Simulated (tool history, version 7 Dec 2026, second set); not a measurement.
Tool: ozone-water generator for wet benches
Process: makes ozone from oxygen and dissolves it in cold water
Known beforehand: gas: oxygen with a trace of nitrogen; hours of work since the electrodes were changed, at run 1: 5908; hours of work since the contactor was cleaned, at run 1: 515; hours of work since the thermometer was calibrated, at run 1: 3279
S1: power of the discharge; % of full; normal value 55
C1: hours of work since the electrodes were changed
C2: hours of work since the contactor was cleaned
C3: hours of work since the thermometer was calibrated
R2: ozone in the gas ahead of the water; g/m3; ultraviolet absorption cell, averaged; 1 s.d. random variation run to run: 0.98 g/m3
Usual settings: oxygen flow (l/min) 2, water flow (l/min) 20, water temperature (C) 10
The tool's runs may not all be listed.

run 1 hour=0 | S1=55 oxygen_flow_(l/min)=2 water_flow_(l/min)=20 water_temperature_(C)=10 | C1=5908 C2=515 C3=3279 | dissolved_ozone_(ppm)=11.3 R2=169.1
run 2 hour=185.1 | S1=55 oxygen_flow_(l/min)=2 water_flow_(l/min)=20 water_temperature_(C)=10 | C1=6053 C2=659 C3=3423 | dissolved_ozone_(ppm)=11.2 R2=170.1
run 3 hour=369.8 | S1=55 oxygen_flow_(l/min)=2 water_flow_(l/min)=20 water_temperature_(C)=10 | C1=6197 C2=803 C3=3567 | dissolved_ozone_(ppm)=11.3 R2=169.9
run 4 hour=528.3 | S1=55 oxygen_flow_(l/min)=2 water_flow_(l/min)=20 water_temperature_(C)=10 | C1=6320 C2=927 C3=3691 | dissolved_ozone_(ppm)=11.2 R2=171.4
run 5 hour=646 | S1=55 oxygen_flow_(l/min)=2 water_flow_(l/min)=20 water_temperature_(C)=10 | C1=6412 C2=1019 C3=3783 | dissolved_ozone_(ppm)=11.6 R2=171.1
-- hour=730.8 water thermometer calibrated
run 6 hour=754.7 | S1=55 oxygen_flow_(l/min)=2 water_flow_(l/min)=20 water_temperature_(C)=16 | C1=6496 C2=1103 C3=19 | dissolved_ozone_(ppm)=10.8 R2=168.9
run 7 hour=924.6 | S1=52 oxygen_flow_(l/min)=2 water_flow_(l/min)=20 water_temperature_(C)=10 | C1=6629 C2=1235 C3=151 | dissolved_ozone_(ppm)=10.9 R2=166.1
run 8 hour=1075.2 | S1=55 oxygen_flow_(l/min)=2 water_flow_(l/min)=20 water_temperature_(C)=10 | C1=6746 C2=1353 C3=268 | dissolved_ozone_(ppm)=11.5 R2=172.3
run 9 hour=1192.7 | S1=55 oxygen_flow_(l/min)=2 water_flow_(l/min)=20 water_temperature_(C)=10 | C1=6838 C2=1444 C3=360 | dissolved_ozone_(ppm)=11.3 R2=172
run 10 hour=1344.6 | S1=55 oxygen_flow_(l/min)=2 water_flow_(l/min)=20 water_temperature_(C)=7 | C1=6956 C2=1563 C3=478 | dissolved_ozone_(ppm)=11.4 R2=171.1
run 11 hour=1506.1 | S1=55 oxygen_flow_(l/min)=2 water_flow_(l/min)=20 water_temperature_(C)=7 | C1=7082 C2=1689 C3=604 | dissolved_ozone_(ppm)=11.7 R2=170.8
run 12 hour=1692.2 | S1=57 oxygen_flow_(l/min)=2 water_flow_(l/min)=20 water_temperature_(C)=7 | C1=7227 C2=1834 C3=749 | dissolved_ozone_(ppm)=11.5 R2=174.7
run 13 hour=1812 | S1=48 oxygen_flow_(l/min)=2 water_flow_(l/min)=31 water_temperature_(C)=7 | C1=7320 C2=1927 C3=843 | dissolved_ozone_(ppm)=6.5 R2=160.6
run 14 hour=1965 | S1=55 oxygen_flow_(l/min)=2.03 water_flow_(l/min)=20 water_temperature_(C)=10 | C1=7439 C2=2046 C3=962 | dissolved_ozone_(ppm)=11.6 R2=171.5
run 15 hour=2094.3 | S1=87 oxygen_flow_(l/min)=2 water_flow_(l/min)=19 water_temperature_(C)=10 | C1=7540 C2=2147 C3=1063 | dissolved_ozone_(ppm)=15.2 R2=219.1
run 16 hour=2227.5 | S1=87 oxygen_flow_(l/min)=2 water_flow_(l/min)=19 water_temperature_(C)=10 | C1=7644 C2=2251 C3=1167 | dissolved_ozone_(ppm)=15.1 R2=218.8
run 17 hour=2361.8 | S1=62 oxygen_flow_(l/min)=2 water_flow_(l/min)=15 water_temperature_(C)=10 | C1=7749 C2=2356 C3=1271 | dissolved_ozone_(ppm)=15.8 R2=185.3
run 18 hour=2548 | S1=71 oxygen_flow_(l/min)=2.69 water_flow_(l/min)=20 water_temperature_(C)=11 | C1=7894 C2=2501 C3=1416 | dissolved_ozone_(ppm)=13.3 R2=166
run 19 hour=2697.2 | S1=45 oxygen_flow_(l/min)=1.27 water_flow_(l/min)=13 water_temperature_(C)=16 | C1=8010 C2=2617 C3=1533 | dissolved_ozone_(ppm)=13.9 R2=203.8

Across each entry between runs, compare the hidden state at the last listed run before it with the hidden state at the first listed run after it:
Between runs 5 and 6: water thermometer calibrated (hour 730.8)
  true water temperature over the reading, C: 0.01 -> 0; drift of the gauge itself on gas_g_m3, %: 0.57 -> 0.67
  measured result minus the result with no hidden state, R2: +0.6 -> +0.8 g/m3
